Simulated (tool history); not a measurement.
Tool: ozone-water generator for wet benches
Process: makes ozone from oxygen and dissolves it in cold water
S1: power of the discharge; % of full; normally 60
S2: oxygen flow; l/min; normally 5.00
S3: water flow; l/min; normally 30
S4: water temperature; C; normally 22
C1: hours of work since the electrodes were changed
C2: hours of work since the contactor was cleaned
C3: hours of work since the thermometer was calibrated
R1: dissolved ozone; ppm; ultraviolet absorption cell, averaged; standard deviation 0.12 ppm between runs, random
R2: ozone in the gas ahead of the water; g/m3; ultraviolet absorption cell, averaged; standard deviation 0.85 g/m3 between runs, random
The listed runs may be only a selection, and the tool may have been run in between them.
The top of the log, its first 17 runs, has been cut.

| run | hour | S1 | S2 | S3 | S4 | C1 | C2 | C3 | R1 | R2 |
|---|---|---|---|---|---|---|---|---|---|---|
| 18 | 1083.6 | 60 | 5.00 | 30 | 22 | 1246 | 3918 | 689 | 10.9 | 132.5 |
| 19 | 1171.7 | 60 | 5.00 | 22 | 22 | 1331 | 4003 | 774 | 13.4 | 132.9 |
| 20 | 1231.2 | 60 | 3.97 | 22 | 22 | 1388 | 4060 | 831 | 12.9 | 144.7 |
| 21 | 1292.6 | 82 | 7.80 | 26 | 27 | 1447 | 4119 | 890 | 13.8 | 132.1 |
| 22 | 1331.4 | 56 | 7.80 | 26 | 27 | 1484 | 4156 | 928 | 11.0 | 102.3 |
| 23 | 1386.8 | 56 | 7.80 | 26 | 27 | 1538 | 4210 | 981 | 11.0 | 102.9 |
| 24 | 1443.4 | 70 | 8.56 | 28 | 29 | 1592 | 4264 | 1036 | 11.6 | 112.1 |
| 25 | 1514.1 | 70 | 8.56 | 28 | 29 | 1660 | 4332 | 1104 | 11.4 | 113.4 |
| 26 | 1569.4 | 75 | 5.00 | 30 | 22 | 1713 | 4385 | 1157 | 12.2 | 149.5 |
| 27 | 1631.0 | 67 | 6.47 | 19 | 23 | 1773 | 4445 | 1216 | 15.4 | 123.7 |
| 28 | 1702.8 | 40 | 5.00 | 26 | 22 | 1842 | 4514 | 1285 | 9.0 | 102.4 |
| 29 | 1789.1 | 40 | 3.10 | 27 | 22 | 1925 | 4597 | 1368 | 8.0 | 125.1 |
| 30 | 1840.8 | 73 | 5.79 | 22 | 28 | 1975 | 4646 | 1418 | 13.8 | 134.5 |
| 31 | 1915.5 | 73 | 5.79 | 36 | 28 | 2046 | 4718 | 1490 | 9.5 | 135.9 |
| 32 | 1975.5 | 60 | 5.00 | 30 | 20 | 2104 | 4776 | 1547 | 10.6 | 127.4 |
| 33 | 2047.5 | 96 | 5.00 | 19 | 20 | 2173 | 4845 | 1617 | 19.3 | 168.8 |

What if the next run were any one of these 4? Each begins from the tool's condition after run 33:
| A | 2110.0 | 68 | 5.00 | 43 | 21 | 2234 | 4905 | 1677 | ? | ? |
| B | 2110.0 | 60 | 5.00 | 19 | 20 | 2234 | 4905 | 1677 | ? | ? |
| C | 2110.0 | 60 | 5.00 | 34 | 24 | 2234 | 4905 | 1677 | ? | ? |
| D | 2110.0 | 60 | 5.00 | 19 | 23 | 2234 | 4905 | 1677 | ? | ? |

| run | R1 | R2 |
|---|---|---|
| A | 8.3 | 137.4 |
| B | 14.7 | 126.7 |
| C | 9.1 | 128.3 |
| D | 14.0 | 127.9 |
Had the tool no hidden state, the same runs would have come out as:
| run | R1 | R2 |
|---|---|---|
| A | 9.8 | 149.9 |
| B | 16.9 | 137.2 |
| C | 10.6 | 138.9 |
| D | 16.1 | 138.5 |
